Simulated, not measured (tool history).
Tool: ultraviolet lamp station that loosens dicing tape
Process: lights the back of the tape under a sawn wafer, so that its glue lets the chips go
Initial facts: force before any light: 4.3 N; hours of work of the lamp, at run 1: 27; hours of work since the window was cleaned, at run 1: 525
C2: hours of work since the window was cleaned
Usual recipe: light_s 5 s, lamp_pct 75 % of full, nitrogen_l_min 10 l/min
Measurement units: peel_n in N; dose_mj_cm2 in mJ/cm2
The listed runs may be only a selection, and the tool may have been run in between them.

run 1 day=0 | light_s=5 lamp_pct=75 nitrogen_l_min=10 | hours_of_work_of_the_lamp=27 C2=525 | peel_n=0.14 dose_mj_cm2=417
run 2 day=0.492 | light_s=5 lamp_pct=75 nitrogen_l_min=10 | hours_of_work_of_the_lamp=33 C2=531 | peel_n=0.127 dose_mj_cm2=420
run 3 day=1.221 | light_s=5 lamp_pct=75 nitrogen_l_min=10 | hours_of_work_of_the_lamp=42 C2=539 | peel_n=0.134 dose_mj_cm2=416
run 4 day=1.946 | light_s=5 lamp_pct=75 nitrogen_l_min=10 | hours_of_work_of_the_lamp=50 C2=548 | peel_n=0.128 dose_mj_cm2=414
run 5 day=2.567 | light_s=5 lamp_pct=75 nitrogen_l_min=10 | hours_of_work_of_the_lamp=58 C2=555 | peel_n=0.135 dose_mj_cm2=416
run 6 day=2.921 | light_s=5 lamp_pct=75 nitrogen_l_min=17 | hours_of_work_of_the_lamp=62 C2=560 | peel_n=0.109 dose_mj_cm2=415
run 7 day=3.567 | light_s=5 lamp_pct=66 nitrogen_l_min=17 | hours_of_work_of_the_lamp=70 C2=567 | peel_n=0.137 dose_mj_cm2=368
run 8 day=4.183 | light_s=5 lamp_pct=66 nitrogen_l_min=17 | hours_of_work_of_the_lamp=77 C2=575 | peel_n=0.13 dose_mj_cm2=369
run 9 day=4.629 | light_s=5 lamp_pct=66 nitrogen_l_min=17 | hours_of_work_of_the_lamp=83 C2=580 | peel_n=0.143 dose_mj_cm2=364
run 10 day=5.404 | light_s=3 lamp_pct=76 nitrogen_l_min=10 | hours_of_work_of_the_lamp=92 C2=590 | peel_n=0.366 dose_mj_cm2=252

Here are 4 independent what-if runs from the current tool condition. What would each one return?
run A day=5.783 | light_s=3 lamp_pct=86 nitrogen_l_min=10 | hours_of_work_of_the_lamp=97 C2=594 | peel_n=? dose_mj_cm2=?
run B day=5.783 | light_s=8 lamp_pct=75 nitrogen_l_min=6 | hours_of_work_of_the_lamp=97 C2=594 | peel_n=? dose_mj_cm2=?
run C day=5.783 | light_s=2 lamp_pct=75 nitrogen_l_min=10 | hours_of_work_of_the_lamp=97 C2=594 | peel_n=? dose_mj_cm2=?
run D day=5.783 | light_s=3 lamp_pct=76 nitrogen_l_min=8 | hours_of_work_of_the_lamp=97 C2=594 | peel_n=? dose_mj_cm2=?

run=A peel_n=0.284 dose_mj_cm2=287
run=B peel_n=0.084 dose_mj_cm2=674
run=C peel_n=0.819 dose_mj_cm2=167
run=D peel_n=0.399 dose_mj_cm2=255
Without the tool's unlogged condition, the same runs would have read:
run=A peel_n=0.284 dose_mj_cm2=287
run=B peel_n=0.084 dose_mj_cm2=675
run=C peel_n=0.817 dose_mj_cm2=167
run=D peel_n=0.398 dose_mj_cm2=256

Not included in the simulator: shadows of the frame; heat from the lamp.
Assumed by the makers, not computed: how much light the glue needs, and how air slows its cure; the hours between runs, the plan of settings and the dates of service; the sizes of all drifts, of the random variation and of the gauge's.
